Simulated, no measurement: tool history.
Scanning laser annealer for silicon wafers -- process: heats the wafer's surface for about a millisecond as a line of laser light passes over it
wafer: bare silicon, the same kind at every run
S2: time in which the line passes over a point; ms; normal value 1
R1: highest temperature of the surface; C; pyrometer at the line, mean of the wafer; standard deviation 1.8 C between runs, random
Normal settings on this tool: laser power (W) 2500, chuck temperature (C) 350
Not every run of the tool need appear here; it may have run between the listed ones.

run 1 hour=0 | laser_power_(W)=2500 S2=1 chuck_temperature_(C)=350 | R1=1026
run 2 hour=21.7 | laser_power_(W)=2500 S2=1 chuck_temperature_(C)=350 | R1=1029
run 3 hour=50.3 | laser_power_(W)=2500 S2=1 chuck_temperature_(C)=316 | R1=986
run 4 hour=77.7 | laser_power_(W)=2500 S2=1 chuck_temperature_(C)=350 | R1=1022
run 5 hour=106.5 | laser_power_(W)=2500 S2=1 chuck_temperature_(C)=350 | R1=1019
run 6 hour=125.8 | laser_power_(W)=2500 S2=1 chuck_temperature_(C)=350 | R1=1019
run 7 hour=146.1 | laser_power_(W)=2500 S2=1 chuck_temperature_(C)=350 | R1=1018
run 8 hour=173 | laser_power_(W)=2500 S2=1 chuck_temperature_(C)=329 | R1=995
run 9 hour=203.6 | laser_power_(W)=2711 S2=1 chuck_temperature_(C)=350 | R1=1088
run 10 hour=220.9 | laser_power_(W)=2500 S2=1 chuck_temperature_(C)=366 | R1=1032
run 11 hour=250.8 | laser_power_(W)=2500 S2=1 chuck_temperature_(C)=366 | R1=1028
run 12 hour=275.2 | laser_power_(W)=2500 S2=0.81 chuck_temperature_(C)=350 | R1=944
-- hour=288.5 window over the wafer cleaned
run 13 hour=291.3 | laser_power_(W)=2500 S2=0.81 chuck_temperature_(C)=350 | R1=978
run 14 hour=308.4 | laser_power_(W)=2147 S2=1 chuck_temperature_(C)=350 | R1=921
run 15 hour=330.3 | laser_power_(W)=2147 S2=1 chuck_temperature_(C)=350 | R1=922
run 16 hour=344.5 | laser_power_(W)=2147 S2=1 chuck_temperature_(C)=350 | R1=921
run 17 hour=370.5 | laser_power_(W)=2147 S2=1 chuck_temperature_(C)=350 | R1=918
run 18 hour=388.5 | laser_power_(W)=2147 S2=1 chuck_temperature_(C)=350 | R1=921
run 19 hour=414.6 | laser_power_(W)=2147 S2=1 chuck_temperature_(C)=350 | R1=919
run 20 hour=435.3 | laser_power_(W)=2500 S2=1 chuck_temperature_(C)=350 | R1=1044
run 21 hour=466.8 | laser_power_(W)=2500 S2=0.75 chuck_temperature_(C)=317 | R1=914
run 22 hour=481 | laser_power_(W)=2587 S2=0.78 chuck_temperature_(C)=317 | R1=951
run 23 hour=501.3 | laser_power_(W)=2587 S2=0.72 chuck_temperature_(C)=344 | R1=953
run 24 hour=517.6 | laser_power_(W)=2178 S2=1 chuck_temperature_(C)=350 | R1=918
run 25 hour=545.9 | laser_power_(W)=2445 S2=0.96 chuck_temperature_(C)=371 | R1=1026
run 26 hour=569.3 | laser_power_(W)=2701 S2=1 chuck_temperature_(C)=356 | R1=1116
run 27 hour=587.7 | laser_power_(W)=2701 S2=1 chuck_temperature_(C)=356 | R1=1117
run 28 hour=608.1 | laser_power_(W)=2500 S2=1.2 chuck_temperature_(C)=313 | R1=1063
run 29 hour=639.2 | laser_power_(W)=2431 S2=0.8 chuck_temperature_(C)=357 | R1=944
run 30 hour=667.5 | laser_power_(W)=2431 S2=0.8 chuck_temperature_(C)=357 | R1=938
run 31 hour=687.9 | laser_power_(W)=2431 S2=0.8 chuck_temperature_(C)=357 | R1=941
-- hour=708.6 optics aligned, line set to its width
run 32 hour=712.7 | laser_power_(W)=2500 S2=1.06 chuck_temperature_(C)=350 | R1=1069
run 33 hour=741.7 | laser_power_(W)=2622 S2=0.97 chuck_temperature_(C)=363 | R1=1099
run 34 hour=758.7 | laser_power_(W)=2622 S2=0.97 chuck_temperature_(C)=363 | R1=1094
run 35 hour=774.9 | laser_power_(W)=2308 S2=0.75 chuck_temperature_(C)=350 | R1=890
run 36 hour=805.9 | laser_power_(W)=2537 S2=0.74 chuck_temperature_(C)=350 | R1=953
run 37 hour=819 | laser_power_(W)=2537 S2=0.74 chuck_temperature_(C)=350 | R1=950
run 38 hour=843.5 | laser_power_(W)=2705 S2=0.92 chuck_temperature_(C)=382 | R1=1119
run 39 hour=873.2 | laser_power_(W)=2126 S2=0.92 chuck_temperature_(C)=330 | R1=862
run 40 hour=894 | laser_power_(W)=2309 S2=0.78 chuck_temperature_(C)=331 | R1=877

Hidden state or all else? Some run-to-run changes of R1, split into what the settings, what came in and random variation would give without the hidden state, and what is left for the hidden state (with any gauge scatter that isn't in both results):
Hidden state present: light that passes the window, % of a clean one's; laser's true power over the reading, %; width of the line over the set one, %; drift of the gauge itself on peak_c, C.
Run 12 -> 13: window over the wafer cleaned. R1 +34 C: hidden state +36, all else -2.
Run 31 -> 32: laser power (W) 2431 -> 2500, S2 0.8 -> 1.06, chuck temperature (C) 357 -> 350, optics aligned, line set to its width. R1 +128 C: hidden state +13, all else +115.
Run 34 -> 35: laser power (W) 2622 -> 2308, S2 0.97 -> 0.75, chuck temperature (C) 363 -> 350. R1 -204 C: hidden state +7, all else -211.
Run 37 -> 38: laser power (W) 2537 -> 2705, S2 0.74 -> 0.92, chuck temperature (C) 350 -> 382. R1 +169 C: hidden state -8, all else +177.
Run 38 -> 39: laser power (W) 2705 -> 2126, chuck temperature (C) 382 -> 330. R1 -257 C: hidden state +9, all else -266.
